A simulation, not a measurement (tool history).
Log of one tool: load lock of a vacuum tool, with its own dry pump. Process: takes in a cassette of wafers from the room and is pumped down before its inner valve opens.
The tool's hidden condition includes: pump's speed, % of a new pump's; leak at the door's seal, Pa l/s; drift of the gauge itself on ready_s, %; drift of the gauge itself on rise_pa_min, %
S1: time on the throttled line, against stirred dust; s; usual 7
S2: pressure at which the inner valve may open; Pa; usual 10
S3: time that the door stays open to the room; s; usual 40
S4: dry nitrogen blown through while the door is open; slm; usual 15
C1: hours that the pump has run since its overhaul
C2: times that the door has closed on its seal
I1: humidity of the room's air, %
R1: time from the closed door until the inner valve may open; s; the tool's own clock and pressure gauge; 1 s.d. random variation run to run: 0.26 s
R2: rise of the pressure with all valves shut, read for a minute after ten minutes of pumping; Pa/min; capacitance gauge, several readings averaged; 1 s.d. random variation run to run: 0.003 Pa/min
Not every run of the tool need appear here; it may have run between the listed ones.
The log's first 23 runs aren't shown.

run	hour	S1	S2	S3	S4	C1	C2	I1	R1	R2
24	5589.7	7	10	52	15	8903	29098	45.0	16.8	0.132
25	5762.8	12	8	105	38	9076	29585	47.2	20.4	0.135
26	5925.9	12	8	105	38	9239	30044	46.2	20.2	0.138
27	6068.8	7	9	105	38	9382	30447	44.9	16.9	0.127
28	6224.9	7	15	105	38	9538	30886	45.3	16.2	0.138
29	6427.1	7	8	145	15	9741	31455	43.8	17.1	0.157
30	6583.0	7	8	145	15	9896	31894	45.0	16.7	0.161
31	6856.5	10	17	32	24	10170	32664	45.7	18.1	0.145
32	7169.1	10	13	37	24	10483	33544	47.5	18.5	0.150
33	7371.1	11	9	75	6	10685	34112	44.6	19.9	0.176
34	7598.6	7	10	208	23	10912	34753	41.2	17.0	0.170
35	7797.0	7	10	208	23	11111	35312	45.3	17.0	0.176
36	7996.4	7	10	208	23	11310	35873	48.5	16.9	0.180
37	8197.5	5	8	80	7	11511	36439	47.8	16.1	0.202

Branching from run 37: 3 alternative next runs. What would each branch give?
A	8443.9	5	8	76	10	11757	37132	43.0	?	?
B	8443.9	6	8	80	7	11757	37132	44.2	?	?
C	8443.9	5	7	69	10	11757	37132	45.6	?	?

run	R1	R2
A	16.3	0.185
B	16.9	0.191
C	16.3	0.186
Take away the tool's hidden state, keep each run's random variation, and the runs would have read:
run	R1	R2
A	14.9	0.049
B	15.5	0.054
C	14.9	0.052

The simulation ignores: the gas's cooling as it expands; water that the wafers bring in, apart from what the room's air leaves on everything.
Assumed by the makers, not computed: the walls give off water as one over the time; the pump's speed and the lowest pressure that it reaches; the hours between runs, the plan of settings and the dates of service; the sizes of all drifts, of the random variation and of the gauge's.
